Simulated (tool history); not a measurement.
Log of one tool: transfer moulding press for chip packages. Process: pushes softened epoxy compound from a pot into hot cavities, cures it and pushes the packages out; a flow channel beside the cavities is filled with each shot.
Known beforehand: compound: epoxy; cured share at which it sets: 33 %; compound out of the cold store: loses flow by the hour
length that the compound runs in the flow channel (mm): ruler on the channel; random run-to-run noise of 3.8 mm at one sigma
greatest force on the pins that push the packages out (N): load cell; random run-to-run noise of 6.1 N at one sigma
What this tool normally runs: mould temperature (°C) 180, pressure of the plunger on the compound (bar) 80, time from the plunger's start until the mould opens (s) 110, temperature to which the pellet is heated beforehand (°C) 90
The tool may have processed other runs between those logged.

run    hour  mould temperature (°C)  pressure of the plunger on the compound (bar)  time from the plunger's start until the mould opens (s)  temperature to which the pellet is heated beforehand (°C)  incoming compound's hours out of the cold store  length that the compound runs in the flow channel (mm)  greatest force on the pins that push the packages out (N)
  1       0                     180                                             80                                                      110                                                         90                                             25.2                                                     845                                                        349
       55.6  -- cavities cleaned with cleaning compound and waxed
  2    60.7                     180                                             80                                                      110                                                         90                                             41.2                                                     771                                                        583
  3   120.5                     180                                             80                                                      110                                                         90                                             40.4                                                     763                                                        514
      130.2  -- cavities cleaned with cleaning compound and waxed
  4   181.3                     180                                             80                                                      110                                                         90                                             40.1                                                     764                                                        415
      205.5  -- cavities cleaned with cleaning compound and waxed
  5   216.8                     180                                             80                                                      110                                                         90                                             37.4                                                     766                                                        308
  6   270.5                     180                                             80                                                      110                                                         90                                             31.8                                                     785                                                        432
        284  -- cavities cleaned with cleaning compound and waxed
  7   319.9                     180                                             80                                                      110                                                         90                                             36.1                                                     761                                                        373
      361.8  -- cavities cleaned with cleaning compound and waxed
  8   363.5                     180                                             80                                                      110                                                         90                                             27.1                                                     785                                                        253
      411.6  -- cavities cleaned with cleaning compound and waxed, once more
  9     424                     180                                             80                                                      110                                                         90                                             22.2                                                     799                                                        317
      489.6  -- cavities cleaned with cleaning compound and waxed
 10   491.6                     180                                             80                                                      110                                                         90                                             24.1                                                     789                                                        262
      509.1  -- plunger's sealing rings changed
 11   539.9                     180                                             80                                                      110                                                         90                                               29                                                     833                                                        429
      570.6  -- cavities cleaned with cleaning compound and waxed
 12   604.1                     180                                             80                                                      110                                                         90                                             26.3                                                     827                                                        402
      646.6  -- cavities cleaned with cleaning compound and waxed
 13   652.3                     180                                             80                                                       99                                                         90                                             11.6                                                     891                                                        337
 14   708.1                     188                                             80                                                      134                                                         82                                             45.4                                                     724                                                        364
      723.3  -- cavities cleaned with cleaning compound and waxed
 15   774.9                     183                                             80                                                      134                                                         88                                             20.7                                                     816                                                        360
      801.8  -- cavities cleaned with cleaning compound and waxed
 16   832.6                     184                                             80                                                      134                                                         89                                             43.2                                                     723                                                        330
 17   863.2                     184                                           72.9                                                      129                                                         89                                             21.6                                                     758                                                        370
        878  -- cavities cleaned with cleaning compound and waxed
 18   913.9                     184                                           72.9                                                      129                                                         89                                             42.5                                                     689                                                        316
      953.3  -- cavities cleaned with cleaning compound and waxed
 19   953.3                     180                                             80                                                      128                                                         99                                               30                                                     768                                                        209
      984.5  -- mould's thermocouples calibrated
 20   990.7                     186                                             92                                                      128                                                         99                                                9                                                     886                                                        326
     1031.9  -- cavities cleaned with cleaning compound and waxed
     1040.1  -- plunger's sealing rings changed
 21  1040.8                     186                                           68.6                                                      131                                                         99                                             38.2                                                     716                                                        225
 22  1084.3                     186                                           97.4                                                       94                                                         81                                             44.6                                                     821                                                        400
     1113.6  -- cavities cleaned with cleaning compound and waxed
 23  1137.5                     186                                           97.4                                                       94                                                         81                                               38                                                     842                                                        326
 24  1176.8                     186                                           97.4                                                       94                                                         81                                             35.7                                                     846                                                        423
     1191.5  -- cavities cleaned with cleaning compound and waxed
 25  1243.8                     186                                           97.4                                                       94                                                         81                                             42.1                                                     820                                                        402
     1269.4  -- cavities cleaned with cleaning compound and waxed
 26  1292.4                     186                                           97.4                                                       94                                                         81                                             42.9                                                     805                                                        338

Forecast each of these 4 alternatives for the next run:
  A  1331.8                     186                                           97.4                                                       94                                                         82                                             43.9                                                       ?                                                          ?
  B  1331.8                     186                                           97.4                                                      140                                                         81                                             27.8                                                       ?                                                          ?
  C  1331.8                     186                                             80                                                      116                                                         93                                             40.1                                                       ?                                                          ?
  D  1331.8                     177                                           65.1                                                      109                                                         81                                             30.8                                                       ?                                                          ?

run  length that the compound runs in the flow channel (mm)  greatest force on the pins that push the packages out (N)
  A                                                     793                                                        405
  B                                                     862                                                        364
  C                                                     734                                                        372
  D                                                     726                                                        504
The same runs, with their run-to-run variation unchanged, on a tool lacking any hidden condition would have given:
run  length that the compound runs in the flow channel (mm)  greatest force on the pins that push the packages out (N)
  A                                                     832                                                        208
  B                                                     904                                                        189
  C                                                     770                                                        193
  D                                                     761                                                        260
